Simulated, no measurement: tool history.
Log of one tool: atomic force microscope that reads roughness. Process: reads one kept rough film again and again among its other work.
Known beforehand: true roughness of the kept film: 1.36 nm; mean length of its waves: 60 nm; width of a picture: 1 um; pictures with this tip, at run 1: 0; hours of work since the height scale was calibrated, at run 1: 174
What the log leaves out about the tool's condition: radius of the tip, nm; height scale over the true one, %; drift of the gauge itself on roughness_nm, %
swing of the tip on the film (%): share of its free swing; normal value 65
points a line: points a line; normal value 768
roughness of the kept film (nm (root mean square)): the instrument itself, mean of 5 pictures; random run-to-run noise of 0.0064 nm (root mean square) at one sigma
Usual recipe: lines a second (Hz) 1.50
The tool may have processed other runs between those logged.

run,hour,lines a second (Hz),swing of the tip on the film (%),points a line,pictures with this tip,hours of work since the height scale was calibrated,roughness of the kept film (nm (root mean square))
1,0.0,1.50,65,768,0,174,1.253
2,50.0,1.50,65,768,38,196,1.239
3,116.2,1.50,65,768,87,224,1.225
4,174.6,1.50,65,792,131,249,1.231
5,208.2,1.50,65,792,157,264,1.228
6,258.4,1.50,65,792,194,285,1.215
# hour 317.0: new tip fitted
7,325.6,1.50,65,792,6,314,1.252
8,385.3,1.50,65,768,51,339,1.255
9,423.5,1.50,65,768,80,356,1.239
10,481.2,0.67,65,768,123,381,1.286
11,542.2,1.50,65,768,169,407,1.215
12,598.7,1.50,65,768,211,431,1.227
# hour 632.3: new tip fitted
13,658.1,1.50,65,768,20,456,1.241
14,698.5,1.50,66,768,50,474,1.234
15,729.9,1.50,66,768,74,487,1.225
16,790.7,1.50,66,768,119,513,1.212
17,835.2,1.50,66,768,153,532,1.219
18,890.2,1.50,66,768,194,556,1.211
19,931.4,1.50,66,768,225,574,1.210
# hour 947.9: new tip fitted
20,988.6,1.50,66,768,30,598,1.238
21,1020.3,1.50,65,768,54,612,1.238
22,1068.8,1.50,63,768,91,632,1.243
23,1105.3,1.50,78,768,118,648,1.141
24,1163.2,1.08,78,768,161,673,1.173
25,1202.8,1.50,56,415,191,690,1.256
26,1258.4,1.21,76,539,233,714,1.164
# hour 1264.3: new tip fitted
27,1319.0,2.23,82,1011,41,740,1.041
28,1356.6,2.23,82,1011,69,756,1.043
29,1401.8,3.79,62,330,103,775,1.144
30,1436.7,3.79,62,330,129,790,1.137
31,1473.1,3.92,71,562,157,806,1.025
32,1504.4,3.92,71,562,180,819,1.024
33,1543.9,0.70,85,768,210,836,1.181
# hour 1580.2: new tip fitted
34,1603.8,1.69,65,362,17,862,1.230
35,1661.2,1.69,65,362,61,886,1.218
36,1716.7,2.48,65,329,102,910,1.179
37,1768.6,2.48,65,329,141,932,1.163
38,1831.8,2.48,65,329,189,960,1.157
39,1882.0,1.30,73,768,226,981,1.174
# hour 1897.0: new tip fitted
40,1945.2,1.50,74,768,36,1008,1.187
41,1993.5,1.50,65,659,73,1029,1.226
42,2030.6,1.50,76,514,101,1045,1.158
43,2097.2,1.50,76,514,151,1073,1.145
44,2133.1,2.61,63,768,178,1089,1.171
45,2184.4,1.50,84,768,216,1111,1.084

What if the next run were any one of these 5? Each begins from the tool's condition after run 45:
# hour 2213.0: new tip fitted
A,2252.1,3.09,58,768,29,1140,?
# hour 2213.0: new tip fitted
B,2252.1,1.63,65,593,29,1140,?
# hour 2213.0: new tip fitted
C,2252.1,2.18,65,768,29,1140,?
# hour 2213.0: new tip fitted
D,2252.1,1.50,56,768,29,1140,?
# hour 2213.0: new tip fitted
E,2252.1,3.97,69,698,29,1140,?

run,roughness of the kept film (nm (root mean square))
A,1.210
B,1.225
C,1.200
D,1.283
E,1.072
Without the tool's hidden state the same runs would have given:
run,roughness of the kept film (nm (root mean square))
A,1.222
B,1.238
C,1.212
D,1.296
E,1.083
